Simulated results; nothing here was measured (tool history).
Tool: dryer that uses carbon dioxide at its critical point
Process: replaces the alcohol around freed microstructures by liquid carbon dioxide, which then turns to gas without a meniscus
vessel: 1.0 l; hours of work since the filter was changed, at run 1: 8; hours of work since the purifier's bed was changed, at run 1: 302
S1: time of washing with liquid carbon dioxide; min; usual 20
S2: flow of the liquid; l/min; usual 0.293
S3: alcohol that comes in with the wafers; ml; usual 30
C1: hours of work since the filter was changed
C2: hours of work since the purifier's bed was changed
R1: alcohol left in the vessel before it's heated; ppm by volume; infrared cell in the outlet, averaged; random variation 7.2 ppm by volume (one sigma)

| run | day | S1 | S2 | S3 | C1 | C2 | R1 |
|---|---|---|---|---|---|---|---|
| 1 | 0.000 | 20 | 0.293 | 30 | 8 | 302 | 365 |
| 2 | 0.529 | 20 | 0.293 | 30 | 12 | 306 | 360 |
| 3 | 1.133 | 20 | 0.293 | 30 | 16 | 311 | 372 |
| 4 | 1.617 | 20 | 0.293 | 35 | 20 | 314 | 440 |
| 5 | 2.758 | 20 | 0.293 | 30 | 28 | 323 | 369 |
| 6 | 3.829 | 20 | 0.293 | 30 | 36 | 331 | 386 |
| 7 | 4.475 | 20 | 0.293 | 29 | 41 | 335 | 378 |
| 8 | 5.358 | 20 | 0.293 | 29 | 47 | 342 | 384 |
| 9 | 6.058 | 20 | 0.293 | 29 | 53 | 347 | 376 |
| 10 | 6.750 | 20 | 0.293 | 29 | 58 | 352 | 400 |
| 11 | 7.588 | 20 | 0.293 | 29 | 64 | 358 | 392 |
| 12 | 8.500 | 20 | 0.293 | 30 | 71 | 365 | 399 |
| 13 | 9.262 | 20 | 0.293 | 92 | 76 | 371 | 1217 |
| 14 | 9.975 | 20 | 0.293 | 92 | 81 | 376 | 1255 |
| 15 | 10.542 | 20 | 0.293 | 92 | 86 | 380 | 1169 |
| 16 | 11.071 | 20 | 0.293 | 92 | 89 | 384 | 1223 |
| 17 | 12.158 | 20 | 0.293 | 92 | 98 | 392 | 1249 |
| 18 | 13.046 | 20 | 0.293 | 30 | 104 | 398 | 417 |
| 19 | 13.571 | 20 | 0.293 | 30 | 108 | 402 | 422 |
| 20 | 14.175 | 20 | 0.293 | 30 | 112 | 407 | 426 |
| 21 | 14.846 | 20 | 0.293 | 30 | 117 | 412 | 427 |
| 22 | 15.721 | 20 | 0.293 | 27 | 124 | 418 | 386 |
| 23 | 16.496 | 20 | 0.293 | 27 | 129 | 424 | 406 |
| 24 | 17.404 | 20 | 0.293 | 120 | 136 | 431 | 1744 |
| 25 | 18.521 | 20 | 0.430 | 81 | 144 | 439 | 198 |
| 26 | 19.300 | 20 | 0.430 | 81 | 150 | 445 | 207 |
| 27 | 20.342 | 20 | 0.430 | 81 | 158 | 452 | 211 |
| 28 | 21.154 | 20 | 0.430 | 81 | 164 | 458 | 221 |
| 29 | 22.304 | 20 | 0.388 | 30 | 172 | 467 | 147 |
| 30 | 22.912 | 20 | 0.189 | 30 | 177 | 471 | 1984 |
| 31 | 23.779 | 18 | 0.410 | 36 | 183 | 478 | 229 |
| 32 | 24.779 | 18 | 0.410 | 36 | 191 | 485 | 234 |
|  | 25.242 | inlet filter changed |
| 33 | 25.696 | 16 | 0.220 | 36 | 3 | 491 | 2379 |
| 34 | 26.308 | 13 | 0.220 | 36 | 8 | 496 | 4122 |
| 35 | 27.100 | 17 | 0.344 | 76 | 14 | 502 | 966 |
| 36 | 27.862 | 17 | 0.274 | 52 | 19 | 507 | 1539 |
| 37 | 29.025 | 17 | 0.213 | 84 | 28 | 516 | 5258 |
| 38 | 29.842 | 17 | 0.213 | 84 | 34 | 522 | 5302 |
| 39 | 30.654 | 23 | 0.270 | 51 | 40 | 528 | 496 |
| 40 | 31.804 | 12 | 0.270 | 31 | 48 | 536 | 2779 |
| 41 | 32.300 | 12 | 0.270 | 31 | 52 | 540 | 2740 |
| 42 | 33.117 | 12 | 0.270 | 31 | 58 | 546 | 2754 |
| 43 | 33.946 | 16 | 0.445 | 57 | 64 | 552 | 331 |
| 44 | 34.433 | 16 | 0.445 | 57 | 68 | 556 | 341 |
| 45 | 35.546 | 19 | 0.437 | 57 | 76 | 564 | 162 |
| 46 | 36.292 | 29 | 0.293 | 30 | 81 | 570 | 73 |

Some steps in R1 between neighbouring runs. How much of each would the tool show without its hidden state too (settings, what came in, random variation), and how much is left for the hidden state, with any gauge scatter that isn't in both results?
The hidden state here: flow that reaches the vessel past the clogged filter, %; alcohol in the recycled carbon dioxide, ppm; drift of the gauge itself on alcohol_ppm, %.
Run 24 -> 25: S2 0.293 -> 0.430, S3 120 -> 81. R1 -1546 ppm by volume: hidden state -314, all else -1232.
Run 29 -> 30: S2 0.388 -> 0.189. R1 +1837 ppm by volume: hidden state +318, all else +1519.
Run 30 -> 31: S1 20 -> 18, S2 0.189 -> 0.410, S3 30 -> 36. R1 -1755 ppm by volume: hidden state -292, all else -1463.
Run 34 -> 35: S1 13 -> 17, S2 0.220 -> 0.344, S3 36 -> 76. R1 -3156 ppm by volume: hidden state -28, all else -3128.
Run 36 -> 37: S2 0.274 -> 0.213, S3 52 -> 84. R1 +3719 ppm by volume: hidden state +156, all else +3563.
Run 38 -> 39: S1 17 -> 23, S2 0.213 -> 0.270, S3 84 -> 51. R1 -4806 ppm by volume: hidden state -210, all else -4596.

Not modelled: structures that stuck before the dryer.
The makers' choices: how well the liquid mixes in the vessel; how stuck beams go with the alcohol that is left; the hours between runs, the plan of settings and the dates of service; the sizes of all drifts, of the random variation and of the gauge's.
